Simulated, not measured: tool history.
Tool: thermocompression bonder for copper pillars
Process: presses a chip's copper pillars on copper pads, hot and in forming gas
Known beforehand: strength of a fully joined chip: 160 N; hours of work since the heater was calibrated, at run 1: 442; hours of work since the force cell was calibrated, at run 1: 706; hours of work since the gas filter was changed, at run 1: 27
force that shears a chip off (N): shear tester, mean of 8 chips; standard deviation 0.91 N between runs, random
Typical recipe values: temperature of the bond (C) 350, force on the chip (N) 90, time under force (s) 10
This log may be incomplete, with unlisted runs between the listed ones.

run,hour,temperature of the bond (C),force on the chip (N),time under force (s),hours of work since the heater was calibrated,hours of work since the force cell was calibrated,hours of work since the gas filter was changed,force that shears a chip off (N)
1,0.0,350,90,10,442,706,27,119.4
2,26.7,349,90,10,454,718,39,116.7
3,38.2,350,90,10,459,723,44,119.2
4,57.1,350,90,10,468,731,53,117.4
5,76.0,350,90,10,476,740,62,116.8
# hour 80.0: force cell calibrated
6,91.3,350,90,10,482,5,68,118.1
7,112.8,350,90,10,492,15,78,120.2
8,134.4,338,70,20,502,25,87,113.0
9,146.0,338,70,20,507,30,93,111.4
# hour 167.1: force cell calibrated, once more
10,172.7,329,56,19,519,3,104,81.4
11,194.4,329,56,8,529,12,114,59.4
12,206.8,350,135,10,534,18,120,140.8
13,222.0,348,74,7,541,25,127,85.4

5 options for the next run, each taken on its own from the tool as it stands now. Forecast them:
A,239.5,351,74,7,549,33,134,?
B,239.5,365,59,10,549,33,134,?
C,239.5,374,74,7,549,33,134,?
D,239.5,360,90,8,549,33,134,?
E,239.5,350,104,10,549,33,134,?

run,force that shears a chip off (N)
A,87.6
B,87.5
C,99.6
D,112.2
E,124.6
With the hidden condition removed and each run's random variation left untouched, the same runs would have given:
run,force that shears a chip off (N)
A,87.3
B,87.3
C,99.8
D,112.8
E,125.8

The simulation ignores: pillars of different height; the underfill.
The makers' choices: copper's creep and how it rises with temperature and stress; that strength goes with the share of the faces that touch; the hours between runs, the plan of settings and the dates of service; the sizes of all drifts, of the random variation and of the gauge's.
